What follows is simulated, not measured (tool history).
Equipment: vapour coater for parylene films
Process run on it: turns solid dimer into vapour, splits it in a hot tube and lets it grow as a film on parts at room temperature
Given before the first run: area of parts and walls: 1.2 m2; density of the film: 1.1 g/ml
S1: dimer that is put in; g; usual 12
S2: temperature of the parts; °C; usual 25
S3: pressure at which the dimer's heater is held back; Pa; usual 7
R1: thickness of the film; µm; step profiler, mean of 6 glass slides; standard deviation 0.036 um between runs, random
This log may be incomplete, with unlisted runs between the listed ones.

run 1 day=0 | S1=12 S2=25 S3=7 | R1=4.1
run 2 day=1.946 | S1=19 S2=25 S3=7 | R1=6.54
run 3 day=4.133 | S1=12 S2=18 S3=7 | R1=4.57
run 4 day=5.496 | S1=12 S2=25 S3=7 | R1=4.01
run 5 day=8.646 | S1=12 S2=25 S3=7 | R1=3.97
run 6 day=10.633 | S1=12 S2=25 S3=10.57 | R1=3.77
run 7 day=13.712 | S1=12 S2=25 S3=10.57 | R1=3.71
-- day=14.6 trap's valve overhauled
run 8 day=16.871 | S1=12 S2=25 S3=10.57 | R1=3.46
run 9 day=18.471 | S1=12 S2=25 S3=10.57 | R1=3.41
-- day=20.325 trap's valve overhauled, once more
run 10 day=22.012 | S1=12 S2=25 S3=10.57 | R1=4.05
run 11 day=24 | S1=12 S2=25 S3=10.57 | R1=4.08
run 12 day=26.829 | S1=12 S2=25 S3=10.57 | R1=4.02
run 13 day=28.325 | S1=12 S2=25 S3=7 | R1=4.29
run 14 day=31.621 | S1=12 S2=25 S3=7 | R1=4.22
run 15 day=33.158 | S1=12 S2=25 S3=7 | R1=4.25
run 16 day=36.092 | S1=12 S2=25 S3=7 | R1=4.17
run 17 day=38.342 | S1=12 S2=25 S3=7 | R1=4.11
run 18 day=41.483 | S1=12 S2=25 S3=7 | R1=4.12
run 19 day=43.296 | S1=12 S2=25 S3=7 | R1=4.07
run 20 day=46.288 | S1=12 S2=25 S3=7 | R1=4.07
run 21 day=48.775 | S1=12 S2=25 S3=7 | R1=4
run 22 day=51.788 | S1=12 S2=25 S3=7 | R1=4.04
run 23 day=55.096 | S1=6 S2=25 S3=7 | R1=1.95
run 24 day=57.779 | S1=6 S2=25 S3=7 | R1=1.95
run 25 day=59.612 | S1=11 S2=36 S3=7 | R1=3.03
run 26 day=62.683 | S1=11 S2=36 S3=7 | R1=2.9
run 27 day=65.25 | S1=11 S2=36 S3=7 | R1=2.92
-- day=66.188 trap's valve overhauled
run 28 day=67.204 | S1=12 S2=21 S3=4.73 | R1=4.89
run 29 day=69.129 | S1=12 S2=18 S3=7 | R1=4.88
run 30 day=71.679 | S1=12 S2=18 S3=7 | R1=4.84
-- day=73.346 table's thermometer calibrated
run 31 day=75.062 | S1=22 S2=35 S3=5.6 | R1=6.83
run 32 day=77.088 | S1=6 S2=19 S3=7.43 | R1=2.35
run 33 day=78.625 | S1=6 S2=19 S3=7.43 | R1=2.32
run 34 day=81.517 | S1=6 S2=19 S3=7.43 | R1=2.28
run 35 day=84.058 | S1=12 S2=22 S3=7 | R1=4.39
run 36 day=86.729 | S1=12 S2=25 S3=2.89 | R1=4.72
run 37 day=88.942 | S1=12 S2=26 S3=7 | R1=4.11
run 38 day=90.762 | S1=12 S2=26 S3=7 | R1=4.08
run 39 day=92.208 | S1=11 S2=26 S3=8.1 | R1=3.6
run 40 day=95.304 | S1=11 S2=26 S3=8.1 | R1=3.53
run 41 day=97.5 | S1=6 S2=26 S3=10.29 | R1=1.89
run 42 day=98.925 | S1=12 S2=24 S3=7.17 | R1=4.05
run 43 day=100.821 | S1=12 S2=24 S3=7.17 | R1=4.04
run 44 day=104.025 | S1=12 S2=24 S3=7.17 | R1=4
run 45 day=106.175 | S1=17 S2=34 S3=6.11 | R1=4.83
run 46 day=108.367 | S1=10 S2=34 S3=10.57 | R1=2.67

Had the tool no unlogged condition, and each run kept its random variation, what would the results have been?
The hidden state here: vapour lost through the trap's worn valve, %; true temperature of the parts over the reading, C; drift of the gauge itself on film_um, %.
run=1 R1=4.42
run=2 R1=7.09
run=3 R1=4.98
run=4 R1=4.39
run=5 R1=4.38
run=6 R1=4.18
run=7 R1=4.15
run=8 R1=4.18
run=9 R1=4.14
run=10 R1=4.1
run=11 R1=4.16
run=12 R1=4.13
run=13 R1=4.43
run=14 R1=4.38
run=15 R1=4.43
run=16 R1=4.39
run=17 R1=4.35
run=18 R1=4.4
run=19 R1=4.37
run=20 R1=4.4
run=21 R1=4.36
run=22 R1=4.44
run=23 R1=2.17
run=24 R1=2.18
run=25 R1=3.41
run=26 R1=3.28
run=27 R1=3.33
run=28 R1=4.95
run=29 R1=4.97
run=30 R1=4.96
run=31 R1=7.02
run=32 R1=2.42
run=33 R1=2.41
run=34 R1=2.39
run=35 R1=4.62
run=36 R1=5
run=37 R1=4.39
run=38 R1=4.37
run=39 R1=3.86
run=40 R1=3.83
run=41 R1=2.07
run=42 R1=4.44
run=43 R1=4.45
run=44 R1=4.44
run=45 R1=5.4
run=46 R1=3
